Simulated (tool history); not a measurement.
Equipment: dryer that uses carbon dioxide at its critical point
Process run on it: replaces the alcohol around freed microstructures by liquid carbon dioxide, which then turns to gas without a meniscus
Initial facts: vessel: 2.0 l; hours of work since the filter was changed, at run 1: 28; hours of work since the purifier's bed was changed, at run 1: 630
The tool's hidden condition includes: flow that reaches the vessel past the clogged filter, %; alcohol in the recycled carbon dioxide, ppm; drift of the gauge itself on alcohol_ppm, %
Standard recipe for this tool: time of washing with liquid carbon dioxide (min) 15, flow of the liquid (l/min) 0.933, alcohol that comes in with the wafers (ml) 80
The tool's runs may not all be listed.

run	hour	time of washing with liquid carbon dioxide (min)	flow of the liquid (l/min)	alcohol that comes in with the wafers (ml)	hours of work since the filter was changed	hours of work since the purifier's bed was changed	alcohol left in the vessel before it's heated (ppm by volume)
1	0	15	0.933	80	28	630	93
2	46.6	15	0.933	80	53	655	94
3	97.4	15	0.933	80	81	683	97
4	146.7	15	0.933	80	109	711	98
5	200.1	15	0.933	27	138	740	65
6	252	15	0.933	23	167	769	74
7	317.1	15	0.933	23	203	805	71
8	349.7	16	0.984	42	221	823	71
9	408.6	16	1.223	65	253	855	67
10	455.4	16	1.223	65	279	881	65
11	488.6	21	1.491	48	297	899	72
12	540.9	21	1.491	48	326	928	59
13	587	21	1.491	48	352	953	62

What if the next run were any one of these 3? Each begins from the tool's condition after run 13:
A	620.1	21	1.409	21	370	972	?
B	620.1	15	0.933	39	370	972	?
C	620.1	19	0.933	62	370	972	?

run	alcohol left in the vessel before it's heated (ppm by volume)
A	76
B	104
C	70
Had the tool no hidden state, the same runs would have come out as:
run	alcohol left in the vessel before it's heated (ppm by volume)
A	10
B	29
C	2
